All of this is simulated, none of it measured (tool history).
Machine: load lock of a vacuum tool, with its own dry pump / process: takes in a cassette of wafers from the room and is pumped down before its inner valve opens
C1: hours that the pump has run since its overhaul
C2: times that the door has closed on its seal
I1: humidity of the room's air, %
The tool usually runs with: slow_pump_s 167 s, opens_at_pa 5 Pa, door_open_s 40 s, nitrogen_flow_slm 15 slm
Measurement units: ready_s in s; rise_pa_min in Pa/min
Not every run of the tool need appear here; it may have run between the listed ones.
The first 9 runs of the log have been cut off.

Run 10, hour 985.4: usual settings but door_open_s 227 s; C1 1003; C2 3101; I1 46.4. Result: ready_s 227.4 s, rise_pa_min 0.177 Pa/min.
Run 11, hour 1136.4: usual settings but door_open_s 227 s; C1 1154; C2 3489; I1 43.9. Result: ready_s 227.3 s, rise_pa_min 0.172 Pa/min.
Run 12, hour 1286.0: usual settings but nitrogen_flow_slm 6 slm; C1 1304; C2 3874; I1 42.3. Result: ready_s 227.3 s, rise_pa_min 0.062 Pa/min.
Run 13, hour 1359.1: usual settings but nitrogen_flow_slm 6 slm; C1 1377; C2 4061; I1 45.2. Result: ready_s 227.5 s, rise_pa_min 0.069 Pa/min.
Run 14, hour 1436.7: usual settings but nitrogen_flow_slm 6 slm; C1 1454; C2 4261; I1 44.2. Result: ready_s 227.4 s, rise_pa_min 0.066 Pa/min.
Run 15, hour 1523.4: usual settings but door_open_s 32 s; C1 1541; C2 4484; I1 43.4. Result: ready_s 227.7 s, rise_pa_min 0.049 Pa/min.
Run 16, hour 1628.2: usual settings but slow_pump_s 258 s; C1 1646; C2 4753; I1 48.2. Result: ready_s 310.9 s, rise_pa_min 0.061 Pa/min.
Run 17, hour 1739.9: usual settings but nitrogen_flow_slm 9 slm; C1 1758; C2 5040; I1 42.1. Result: ready_s 228.2 s, rise_pa_min 0.067 Pa/min.
Run 18, hour 1821.8: usual settings but nitrogen_flow_slm 9 slm; C1 1840; C2 5251; I1 41.3. Result: ready_s 227.2 s, rise_pa_min 0.062 Pa/min.
Run 19, hour 1937.8: usual settings but nitrogen_flow_slm 9 slm; C1 1956; C2 5549; I1 45.3. Result: ready_s 226.8 s, rise_pa_min 0.064 Pa/min.
Run 20, hour 2060.0: usual settings but nitrogen_flow_slm 9 slm; C1 2078; C2 5863; I1 45.9. Result: ready_s 227.7 s, rise_pa_min 0.066 Pa/min.
Run 21, hour 2144.9: usual settings but nitrogen_flow_slm 19 slm; C1 2163; C2 6081; I1 47.2. Result: ready_s 228.1 s, rise_pa_min 0.059 Pa/min.
Run 22, hour 2242.0: usual settings but nitrogen_flow_slm 19 slm; C1 2260; C2 6331; I1 43.8. Result: ready_s 228.1 s, rise_pa_min 0.054 Pa/min.
Run 23, hour 2357.3: usual settings but nitrogen_flow_slm 19 slm; C1 2375; C2 6627; I1 42.6. Result: ready_s 228.1 s, rise_pa_min 0.057 Pa/min.
Run 24, hour 2509.4: usual settings but nitrogen_flow_slm 19 slm; C1 2527; C2 7018; I1 44.5. Result: ready_s 228.8 s, rise_pa_min 0.067 Pa/min.
Run 25, hour 2655.9: usual settings but opens_at_pa 7 Pa, door_open_s 42 s; C1 2674; C2 7395; I1 43.9. Result: ready_s 226.0 s, rise_pa_min 0.063 Pa/min.
Run 26, hour 2718.5: usual settings but door_open_s 69 s; C1 2736; C2 7556; I1 42.1. Result: ready_s 227.9 s, rise_pa_min 0.086 Pa/min.
Run 27, hour 2855.8: usual settings but opens_at_pa 10 Pa, door_open_s 202 s; C1 2873; C2 7909; I1 42.7. Result: ready_s 224.2 s, rise_pa_min 0.160 Pa/min.
Run 28, hour 2933.8: usual settings but slow_pump_s 295 s, opens_at_pa 10 Pa, door_open_s 56 s; C1 2951; C2 8109; I1 46.0. Result: ready_s 338.8 s, rise_pa_min 0.081 Pa/min.
Run 29, hour 3003.5: usual settings but slow_pump_s 95 s, opens_at_pa 4 Pa, door_open_s 25 s, nitrogen_flow_slm 16 slm; C1 3021; C2 8288; I1 45.3. Result: ready_s 165.2 s, rise_pa_min 0.056 Pa/min.
Run 30, hour 3114.6: usual settings but opens_at_pa 4 Pa, nitrogen_flow_slm 14 slm; C1 3132; C2 8574; I1 41.6. Result: ready_s 230.5 s, rise_pa_min 0.065 Pa/min.
Run 31, hour 3205.4: usual settings but opens_at_pa 4 Pa, nitrogen_flow_slm 14 slm; C1 3223; C2 8807; I1 44.3. Result: ready_s 230.1 s, rise_pa_min 0.068 Pa/min.
Run 32, hour 3344.6: usual settings but slow_pump_s 152 s, door_open_s 108 s, nitrogen_flow_slm 32 slm; C1 3362; C2 9165; I1 45.8. Result: ready_s 215.8 s, rise_pa_min 0.101 Pa/min.

Each row is a separate what-if for the run after 32, all from the same tool condition, not one after another. Results?
Run A, hour 3472.7: usual settings but slow_pump_s 95 s, opens_at_pa 6 Pa, door_open_s 108 s, nitrogen_flow_slm 18 slm; C1 3490; C2 9494; I1 45.4. Result: ready_s ?, rise_pa_min ?.
Run B, hour 3472.7: usual settings but slow_pump_s 239 s, door_open_s 108 s, nitrogen_flow_slm 32 slm; C1 3490; C2 9494; I1 44.0. Result: ready_s ?, rise_pa_min ?.
Run C, hour 3472.7: usual settings but door_open_s 91 s, nitrogen_flow_slm 13 slm; C1 3490; C2 9494; I1 46.0. Result: ready_s ?, rise_pa_min ?.
Run D, hour 3472.7: usual settings but slow_pump_s 278 s, opens_at_pa 6 Pa, door_open_s 108 s, nitrogen_flow_slm 7 slm; C1 3490; C2 9494; I1 46.5. Result: ready_s ?, rise_pa_min ?.

run  ready_s  rise_pa_min
  A    161.6        0.120
  B    294.0        0.098
  C    229.6        0.113
  D    330.1        0.144
What these runs would have given with no unlogged condition in the tool:
run  ready_s  rise_pa_min
  A    159.1        0.091
  B    292.0        0.069
  C    227.2        0.084
  D    328.2        0.115
